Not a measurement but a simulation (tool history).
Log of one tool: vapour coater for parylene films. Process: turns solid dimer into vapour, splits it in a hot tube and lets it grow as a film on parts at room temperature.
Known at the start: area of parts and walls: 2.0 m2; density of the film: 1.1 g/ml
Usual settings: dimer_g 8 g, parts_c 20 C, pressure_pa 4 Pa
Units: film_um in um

run	day	dimer_g	parts_c	pressure_pa	film_um
1	0	8	20	4	2.74
2	0.617	8	20	4	2.72
3	0.883	8	20	4	2.72
4	1.329	8	20	4.33	2.76
5	1.812	4	20	4	1.39
6	2.354	8	16	4	3.05
7	2.838	8	16	4	3.04
8	3.221	8	16	4	3
9	3.767	8	16	4	3.02
10	4.225	8	16	4	3.01
11	4.817	8	16	4	2.99
12	5.362	8	16	4	3.06
13	5.933	8	16	4	2.99
14	6.304	4	22	9.41	1.1
15	6.688	8	23	2.54	2.54
16	7.1	6	21	4.82	1.89
17	7.442	13	21	4.82	4.01
18	8.017	13	21	4.82	4.02
19	8.392	11	24	4.82	3.08
20	8.838	5	15	5.85	1.79
21	9.333	6	20	4	1.91
22	9.85	8	15	5.24	2.92
23	10.4	8	15	5.24	2.87
24	11.004	8	15	5.24	2.87
25	11.529	8	15	5.24	2.84

Forecast each of these 5 alternatives for the next run:
A	11.996	10	20	4	?
B	11.996	8	20	8.22	?
C	11.996	6	29	5.24	?
D	11.996	12	15	5.24	?
E	11.996	4	15	2.91	?

run	film_um
A	3.18
B	2.28
C	1.42
D	4.2
E	1.53
Without the tool's hidden state the same runs would have given:
run	film_um
A	3.71
B	2.67
C	1.66
D	4.92
E	1.79

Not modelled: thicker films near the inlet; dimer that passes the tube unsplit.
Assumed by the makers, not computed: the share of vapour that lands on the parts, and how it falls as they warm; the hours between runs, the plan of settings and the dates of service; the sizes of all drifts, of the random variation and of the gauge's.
